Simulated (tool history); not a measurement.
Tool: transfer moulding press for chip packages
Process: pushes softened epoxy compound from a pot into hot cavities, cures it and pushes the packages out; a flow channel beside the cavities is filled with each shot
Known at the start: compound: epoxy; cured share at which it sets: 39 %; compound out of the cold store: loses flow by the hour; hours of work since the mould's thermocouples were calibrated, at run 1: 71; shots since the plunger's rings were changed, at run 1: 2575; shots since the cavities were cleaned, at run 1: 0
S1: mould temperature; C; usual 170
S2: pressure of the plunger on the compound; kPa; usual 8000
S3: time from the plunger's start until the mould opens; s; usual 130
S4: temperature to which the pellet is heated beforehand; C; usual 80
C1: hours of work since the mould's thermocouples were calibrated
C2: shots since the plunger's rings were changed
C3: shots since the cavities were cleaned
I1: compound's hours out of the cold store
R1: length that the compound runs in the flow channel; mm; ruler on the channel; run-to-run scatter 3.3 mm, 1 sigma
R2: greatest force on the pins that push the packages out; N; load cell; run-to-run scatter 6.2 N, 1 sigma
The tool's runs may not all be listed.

run,hour,S1,S2,S3,S4,C1,C2,C3,I1,R1,R2
1,0,170,8000,130,80,71,2575,0,44.9,588,251
2,19,170,9220,130,80,84,2779,204,42.1,641,307
3,38.7,170,9220,130,80,97,2991,416,27.4,672,349
4,57.6,170,8000,130,80,110,3195,620,40.5,596,371
5,69.4,170,8000,130,80,118,3322,747,25.5,632,406
6,80.5,170,8000,130,80,125,3440,865,45.4,585,397
7,99.9,170,8000,130,80,139,3649,1074,14.8,659,431
# hour 111.7: plunger's sealing rings changed
# hour 113.2: cavities cleaned with cleaning compound and waxed
8,117.9,170,8000,130,80,148,51,51,25.6,656,256
9,137.9,174,8000,130,80,162,266,266,19.5,643,274
10,157.5,170,8000,161,80,175,476,476,8.8,695,305
11,179.2,170,8000,161,80,190,710,710,8.3,690,323
12,199.9,170,8000,161,80,204,933,933,17.9,660,333
# hour 223.5: cavities cleaned with cleaning compound and waxed
13,224.2,170,8000,161,80,220,1178,7,44.9,595,217
14,247.9,170,9990,161,80,236,1434,263,18.5,739,270
15,270.6,170,8000,130,80,251,1677,506,46.5,591,326
16,286.3,170,8000,130,80,262,1847,676,28.2,636,386
17,297.3,170,8000,130,80,270,1965,794,24.8,647,382
18,315,162,8000,130,84,282,2155,984,45.9,619,635
# hour 334.2: cavities cleaned with cleaning compound and waxed
19,337.7,170,8000,130,88,296,2383,37,32.3,626,249
20,347.8,168,9970,130,88,303,2492,146,26.1,723,304
21,364.4,168,9970,130,88,314,2671,325,46.1,663,331
22,377.9,175,8220,167,80,324,2816,470,24.6,631,291
# hour 388.2: mould's thermocouples calibrated
23,402.4,171,6340,160,75,10,3059,713,42.3,529,325
24,420.7,171,8890,159,76,22,3255,909,10.3,700,338
25,443.5,165,7490,159,76,38,3501,1155,16.4,657,422
# hour 446.3: cavities cleaned with cleaning compound and waxed
26,457.6,165,7490,159,76,46,3636,121,22.6,638,286
# hour 470: plunger's sealing rings changed
27,472.7,170,7680,168,80,55,29,257,15,670,272
28,490.4,170,7680,168,80,67,220,448,11.2,672,288
29,504.4,173,6730,168,80,77,370,598,22.6,592,295

Predict each of these 4 candidate next runs independently; none follows another, all start after run 29:
A,524,168,8000,143,89,90,581,809,37.6,?,?
B,524,166,7930,168,71,90,581,809,29.8,?,?
C,524,173,6730,134,80,90,581,809,46.4,?,?
D,524,170,9150,130,89,90,581,809,38.1,?,?

run,R1,R2
A,630,389
B,655,351
C,545,355
D,664,392
With no hidden state in the tool, these same runs would have given:
run,R1,R2
A,633,241
B,659,217
C,549,220
D,668,244

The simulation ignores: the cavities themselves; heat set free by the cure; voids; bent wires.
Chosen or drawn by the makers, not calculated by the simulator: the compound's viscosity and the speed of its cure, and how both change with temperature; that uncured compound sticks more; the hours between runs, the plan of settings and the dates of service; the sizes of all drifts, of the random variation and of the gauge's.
